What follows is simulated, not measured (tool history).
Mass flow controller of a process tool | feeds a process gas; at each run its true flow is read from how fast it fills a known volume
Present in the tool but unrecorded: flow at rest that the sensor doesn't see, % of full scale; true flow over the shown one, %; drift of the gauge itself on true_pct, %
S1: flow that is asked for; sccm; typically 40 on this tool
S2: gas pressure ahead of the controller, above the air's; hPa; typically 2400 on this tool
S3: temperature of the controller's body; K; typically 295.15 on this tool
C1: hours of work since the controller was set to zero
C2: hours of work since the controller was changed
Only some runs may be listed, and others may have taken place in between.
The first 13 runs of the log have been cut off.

Run 14, hour 1256: usual settings; C1 2251; C2 2251. Result: true flow (%) 98.53.
Run 15, hour 1355.7: usual settings; C1 2302; C2 2302. Result: true flow (%) 98.54.
Run 16, hour 1413.5: usual settings but S3 307.15 K; C1 2332; C2 2332. Result: true flow (%) 99.33.
Run 17, hour 1546.2: usual settings; C1 2400; C2 2400. Result: true flow (%) 98.46.
Run 18, hour 1648.4: usual settings; C1 2452; C2 2452. Result: true flow (%) 98.44.
Run 19, hour 1738.4: usual settings; C1 2498; C2 2498. Result: true flow (%) 98.34.
Run 20, hour 1826.1: usual settings; C1 2543; C2 2543. Result: true flow (%) 98.44.
Run 21, hour 1904.4: usual settings but S1 33 sccm, S3 310.15 K; C1 2583; C2 2583. Result: true flow (%) 99.13.
Run 22, hour 1997.8: usual settings but S1 33 sccm, S3 310.15 K; C1 2631; C2 2631. Result: true flow (%) 99.39.
Run 23, hour 2106.7: usual settings but S1 33 sccm, S3 310.15 K; C1 2686; C2 2686. Result: true flow (%) 99.28.
Run 24, hour 2190.3: usual settings but S1 33 sccm, S3 310.15 K; C1 2729; C2 2729. Result: true flow (%) 99.2.
Run 25, hour 2259.3: usual settings but S1 33 sccm, S3 310.15 K; C1 2765; C2 2765. Result: true flow (%) 99.15.
Run 26, hour 2344.5: usual settings but S1 18 sccm, S2 1840 hPa, S3 299.15 K; C1 2808; C2 2808. Result: true flow (%) 97.89.
Run 27, hour 2474.8: usual settings but S1 30 sccm, S2 1840 hPa, S3 294.15 K; C1 2875; C2 2875. Result: true flow (%) 97.75.
Run 28, hour 2557.5: usual settings but S1 59 sccm, S2 2520 hPa, S3 294.15 K; C1 2917; C2 2917. Result: true flow (%) 98.39.
Run 29, hour 2674.4: usual settings but S1 59 sccm, S2 2520 hPa, S3 294.15 K; C1 2977; C2 2977. Result: true flow (%) 98.45.
Run 30, hour 2788.7: usual settings but S1 59 sccm, S2 2520 hPa, S3 294.15 K; C1 3035; C2 3035. Result: true flow (%) 98.42.
Run 31, hour 2890.4: usual settings but S1 59 sccm, S2 1400 hPa, S3 311.15 K; C1 3087; C2 3087. Result: true flow (%) 99.23.
Run 32, hour 2990.2: usual settings but S1 18 sccm, S2 2110 hPa, S3 311.15 K; C1 3138; C2 3138. Result: true flow (%) 98.73.
Run 33, hour 3069.8: usual settings but S1 23 sccm, S3 301.15 K; C1 3179; C2 3179. Result: true flow (%) 98.11.
Run 34, hour 3194.7: usual settings but S2 1480 hPa, S3 305.15 K; C1 3243; C2 3243. Result: true flow (%) 98.43.
Run 35, hour 3325.7: usual settings but S1 30 sccm, S2 2570 hPa, S3 300.15 K; C1 3310; C2 3310. Result: true flow (%) 98.23.
At hour 3387.4: gauge calibrated.
Run 36, hour 3459: usual settings but S1 49 sccm, S2 1690 hPa; C1 3378; C2 3378. Result: true flow (%) 98.75.
Run 37, hour 3576.3: usual settings but S1 49 sccm, S2 2460 hPa; C1 3438; C2 3438. Result: true flow (%) 98.97.
Run 38, hour 3664.7: usual settings but S1 49 sccm, S2 2460 hPa; C1 3483; C2 3483. Result: true flow (%) 99.

Run 39 comes next. What will it give?
Run 39, hour 3721.6: usual settings but S1 49 sccm, S2 2460 hPa; C1 3513; C2 3513. Result: true flow (%) ?.

For run 39 the tool returned true flow (%) 99.02.
Minus the tool's unlogged condition, the same run would have read true flow (%) 99.12.
